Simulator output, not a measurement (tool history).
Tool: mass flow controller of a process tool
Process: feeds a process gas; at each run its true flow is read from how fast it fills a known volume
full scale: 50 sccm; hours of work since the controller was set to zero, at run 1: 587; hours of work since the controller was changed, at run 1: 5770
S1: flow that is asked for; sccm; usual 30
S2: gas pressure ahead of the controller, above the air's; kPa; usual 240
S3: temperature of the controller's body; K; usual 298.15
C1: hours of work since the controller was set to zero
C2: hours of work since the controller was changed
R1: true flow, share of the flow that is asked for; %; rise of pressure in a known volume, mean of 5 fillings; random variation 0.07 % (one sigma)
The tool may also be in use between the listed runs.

run 1 hour=0.0 | S1=30 S2=240 S3=298.15 | C1=587 C2=5770 | R1=97.13
run 2 hour=366.6 | S1=30 S2=240 S3=298.15 | C1=702 C2=5885 | R1=97.11
run 3 hour=883.2 | S1=30 S2=240 S3=298.15 | C1=865 C2=6047 | R1=97.09
run 4 hour=1187.3 | S1=30 S2=240 S3=302.15 | C1=960 C2=6143 | R1=96.63
run 5 hour=1471.0 | S1=30 S2=240 S3=302.15 | C1=1050 C2=6232 | R1=96.63
run 6 hour=1816.6 | S1=30 S2=240 S3=298.15 | C1=1158 C2=6340 | R1=96.99
run 7 hour=2195.9 | S1=30 S2=240 S3=298.15 | C1=1277 C2=6460 | R1=96.92
run 8 hour=2717.1 | S1=30 S2=240 S3=298.15 | C1=1441 C2=6623 | R1=96.88
run 9 hour=3185.7 | S1=30 S2=240 S3=298.15 | C1=1588 C2=6771 | R1=96.89
run 10 hour=3522.5 | S1=30 S2=150 S3=298.15 | C1=1694 C2=6877 | R1=97.58
run 11 hour=3799.7 | S1=30 S2=150 S3=298.15 | C1=1781 C2=6964 | R1=97.52
run 12 hour=4151.4 | S1=30 S2=150 S3=298.15 | C1=1892 C2=7074 | R1=97.51
run 13 hour=4385.3 | S1=12 S2=240 S3=298.15 | C1=1965 C2=7148 | R1=96.76
run 14 hour=4929.1 | S1=30 S2=240 S3=298.15 | C1=2136 C2=7319 | R1=96.82
run 15 hour=5453.9 | S1=30 S2=240 S3=298.15 | C1=2301 C2=7483 | R1=96.85
run 16 hour=5923.0 | S1=7 S2=240 S3=298.15 | C1=2448 C2=7631 | R1=97.39
run 17 hour=6428.7 | S1=34 S2=240 S3=303.15 | C1=2607 C2=7790 | R1=96.45
run 18 hour=6890.3 | S1=34 S2=240 S3=303.15 | C1=2752 C2=7935 | R1=96.51
run 19 hour=7451.1 | S1=34 S2=233 S3=303.15 | C1=2929 C2=8111 | R1=96.39
run 20 hour=7863.1 | S1=10 S2=201 S3=301.15 | C1=3058 C2=8240 | R1=97.01
run 21 hour=8137.3 | S1=30 S2=180 S3=299.15 | C1=3144 C2=8327 | R1=96.93
run 22 hour=8665.6 | S1=30 S2=180 S3=299.15 | C1=3310 C2=8493 | R1=96.94
run 23 hour=8933.9 | S1=30 S2=225 S3=296.15 | C1=3395 C2=8577 | R1=97.00
run 24 hour=9367.9 | S1=30 S2=225 S3=296.15 | C1=3531 C2=8713 | R1=97.01
run 25 hour=9941.0 | S1=7 S2=240 S3=307.15 | C1=3711 C2=8893 | R1=97.09
run 26 hour=10365.0 | S1=7 S2=240 S3=307.15 | C1=3844 C2=9027 | R1=97.24
run 27 hour=10886.0 | S1=9 S2=168 S3=303.15 | C1=4008 C2=9190 | R1=97.52
run 28 hour=11271.0 | S1=9 S2=168 S3=303.15 | C1=4129 C2=9311 | R1=97.58
run 29 hour=11628.1 | S1=28 S2=168 S3=300.15 | C1=4241 C2=9423 | R1=96.89
run 30 hour=11930.3 | S1=24 S2=237 S3=296.15 | C1=4336 C2=9518 | R1=96.76
run 31 hour=12497.2 | S1=18 S2=203 S3=296.15 | C1=4514 C2=9697 | R1=97.03

Some steps in R1 between neighbouring runs. How much of each would the tool show without its hidden state too (settings, what came in, random variation), and how much is left for the hidden state, with any gauge scatter that isn't in both results?
The hidden state here: flow at rest that the sensor doesn't see, % of full scale; true flow over the shown one, %; drift of the gauge itself on true_pct, %.
Run 9 -> 10: S2 240 -> 150. R1 +0.69 %: hidden state -0.02, all else +0.71.
Run 12 -> 13: S1 30 -> 12, S2 150 -> 240. R1 -0.75 %: hidden state +0.59, all else -1.34.
Run 16 -> 17: S1 7 -> 34, S3 298.15 -> 303.15. R1 -0.94 %: hidden state -1.66, all else +0.72.
Run 24 -> 25: S1 30 -> 7, S2 225 -> 240, S3 296.15 -> 307.15. R1 +0.08 %: hidden state +2.26, all else -2.18.
Run 28 -> 29: S1 9 -> 28, S3 303.15 -> 300.15. R1 -0.69 %: hidden state -1.76, all else +1.07.
